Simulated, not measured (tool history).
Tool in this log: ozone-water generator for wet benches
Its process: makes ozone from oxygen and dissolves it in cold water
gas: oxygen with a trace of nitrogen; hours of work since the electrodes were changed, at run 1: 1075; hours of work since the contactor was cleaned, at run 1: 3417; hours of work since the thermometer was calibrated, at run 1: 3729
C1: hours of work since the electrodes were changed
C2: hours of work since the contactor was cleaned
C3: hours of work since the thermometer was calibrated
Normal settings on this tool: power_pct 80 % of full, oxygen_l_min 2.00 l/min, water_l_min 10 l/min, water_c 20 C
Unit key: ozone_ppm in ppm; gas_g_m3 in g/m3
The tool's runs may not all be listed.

{"run": 1, "hour": 0.0, "power_pct": 80, "oxygen_l_min": 2.0, "water_l_min": 10, "water_c": 20, "C1": 1075, "C2": 3417, "C3": 3729, "ozone_ppm": 25.1, "gas_g_m3": 281.3}
{"run": 2, "hour": 48.0, "power_pct": 80, "oxygen_l_min": 2.0, "water_l_min": 11, "water_c": 20, "C1": 1106, "C2": 3448, "C3": 3760, "ozone_ppm": 23.0, "gas_g_m3": 278.8}
{"run": 3, "hour": 124.9, "power_pct": 80, "oxygen_l_min": 2.0, "water_l_min": 11, "water_c": 20, "C1": 1155, "C2": 3498, "C3": 3810, "ozone_ppm": 22.9, "gas_g_m3": 277.5}
{"run": 4, "hour": 173.4, "power_pct": 80, "oxygen_l_min": 1.13, "water_l_min": 11, "water_c": 20, "C1": 1187, "C2": 3529, "C3": 3841, "ozone_ppm": 19.5, "gas_g_m3": 347.5}
{"run": 5, "hour": 209.9, "power_pct": 80, "oxygen_l_min": 2.0, "water_l_min": 11, "water_c": 20, "C1": 1210, "C2": 3552, "C3": 3865, "ozone_ppm": 23.2, "gas_g_m3": 279.4}
{"run": 6, "hour": 280.4, "power_pct": 80, "oxygen_l_min": 2.0, "water_l_min": 10, "water_c": 20, "C1": 1256, "C2": 3598, "C3": 3910, "ozone_ppm": 24.7, "gas_g_m3": 278.3}
{"run": 7, "hour": 331.1, "power_pct": 63, "oxygen_l_min": 2.0, "water_l_min": 10, "water_c": 13, "C1": 1288, "C2": 3631, "C3": 3943, "ozone_ppm": 22.1, "gas_g_m3": 229.5}

Forecast run 8:
{"run": 8, "hour": 375.3, "power_pct": 44, "oxygen_l_min": 2.0, "water_l_min": 10, "water_c": 15, "C1": 1317, "C2": 3659, "C3": 3971, "ozone_ppm": "?", "gas_g_m3": "?"}

For run 8 the tool returned ozone_ppm 16.8 ppm, gas_g_m3 176.7 g/m3.
With the hidden condition absent and the run-to-run variation left alone, this run would have shown ozone_ppm 16.8 ppm, gas_g_m3 177.7 g/m3.

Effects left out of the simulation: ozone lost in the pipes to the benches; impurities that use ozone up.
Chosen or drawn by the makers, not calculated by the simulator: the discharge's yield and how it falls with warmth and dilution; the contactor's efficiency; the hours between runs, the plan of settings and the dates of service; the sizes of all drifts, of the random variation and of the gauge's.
